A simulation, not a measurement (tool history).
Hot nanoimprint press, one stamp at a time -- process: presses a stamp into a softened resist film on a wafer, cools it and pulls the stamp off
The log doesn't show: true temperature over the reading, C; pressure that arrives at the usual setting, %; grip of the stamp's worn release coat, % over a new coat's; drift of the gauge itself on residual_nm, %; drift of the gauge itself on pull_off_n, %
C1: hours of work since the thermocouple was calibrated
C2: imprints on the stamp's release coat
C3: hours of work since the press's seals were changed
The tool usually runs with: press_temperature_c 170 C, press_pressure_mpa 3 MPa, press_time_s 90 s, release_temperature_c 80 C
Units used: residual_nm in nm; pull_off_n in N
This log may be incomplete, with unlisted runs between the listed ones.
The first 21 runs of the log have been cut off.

{"run": 22, "hour": 185.0, "press_temperature_c": 168, "press_pressure_mpa": 3.35, "press_time_s": 90, "release_temperature_c": 74, "C1": 190, "C2": 212, "C3": 358, "residual_nm": 96.9, "pull_off_n": 135}
{"run": 23, "hour": 192.7, "press_temperature_c": 170, "press_pressure_mpa": 2.52, "press_time_s": 90, "release_temperature_c": 80, "C1": 196, "C2": 231, "C3": 364, "residual_nm": 104.5, "pull_off_n": 126}
{"run": 24, "hour": 199.9, "press_temperature_c": 175, "press_pressure_mpa": 2.52, "press_time_s": 88, "release_temperature_c": 83, "C1": 201, "C2": 249, "C3": 369, "residual_nm": 88, "pull_off_n": 121}
{"run": 25, "hour": 207.9, "press_temperature_c": 175, "press_pressure_mpa": 2.52, "press_time_s": 88, "release_temperature_c": 83, "C1": 206, "C2": 269, "C3": 374, "residual_nm": 88.3, "pull_off_n": 119}
{"run": 26, "hour": 216.5, "press_temperature_c": 175, "press_pressure_mpa": 2.52, "press_time_s": 88, "release_temperature_c": 83, "C1": 212, "C2": 291, "C3": 380, "residual_nm": 89.8, "pull_off_n": 117}
{"run": 27, "hour": 224.0, "press_temperature_c": 175, "press_pressure_mpa": 2.52, "press_time_s": 88, "release_temperature_c": 83, "C1": 218, "C2": 309, "C3": 386, "residual_nm": 88, "pull_off_n": 120}
{"run": 28, "hour": 231.1, "press_temperature_c": 167, "press_pressure_mpa": 3, "press_time_s": 90, "release_temperature_c": 80, "C1": 223, "C2": 327, "C3": 391, "residual_nm": 106.4, "pull_off_n": 120}
{"run": 29, "hour": 237.7, "press_temperature_c": 167, "press_pressure_mpa": 3, "press_time_s": 90, "release_temperature_c": 80, "C1": 227, "C2": 344, "C3": 395, "residual_nm": 107.5, "pull_off_n": 127}
{"run": 30, "hour": 244.0, "press_temperature_c": 175, "press_pressure_mpa": 4.39, "press_time_s": 90, "release_temperature_c": 80, "C1": 232, "C2": 359, "C3": 400, "residual_nm": 65.2, "pull_off_n": 127}
{"run": 31, "hour": 250.4, "press_temperature_c": 170, "press_pressure_mpa": 3.88, "press_time_s": 90, "release_temperature_c": 70, "C1": 236, "C2": 375, "C3": 404, "residual_nm": 82.7, "pull_off_n": 144}

3 options for the next run, each taken on its own from the tool as it stands now. Forecast them:
{"run": "A", "hour": 256.3, "press_temperature_c": 171, "press_pressure_mpa": 4.19, "press_time_s": 90, "release_temperature_c": 85, "C1": 240, "C2": 390, "C3": 408, "residual_nm": "?", "pull_off_n": "?"}
{"run": "B", "hour": 256.3, "press_temperature_c": 176, "press_pressure_mpa": 3, "press_time_s": 90, "release_temperature_c": 80, "C1": 240, "C2": 390, "C3": 408, "residual_nm": "?", "pull_off_n": "?"}
{"run": "C", "hour": 256.3, "press_temperature_c": 170, "press_pressure_mpa": 3, "press_time_s": 90, "release_temperature_c": 68, "C1": 240, "C2": 390, "C3": 408, "residual_nm": "?", "pull_off_n": "?"}

run=A residual_nm=76.5 pull_off_n=118
run=B residual_nm=77.1 pull_off_n=132
run=C residual_nm=95.6 pull_off_n=150
Take away the tool's hidden state, keep each run's random variation, and the runs would have read:
run=A residual_nm=73.4 pull_off_n=111
run=B residual_nm=74.4 pull_off_n=124
run=C residual_nm=92 pull_off_n=141
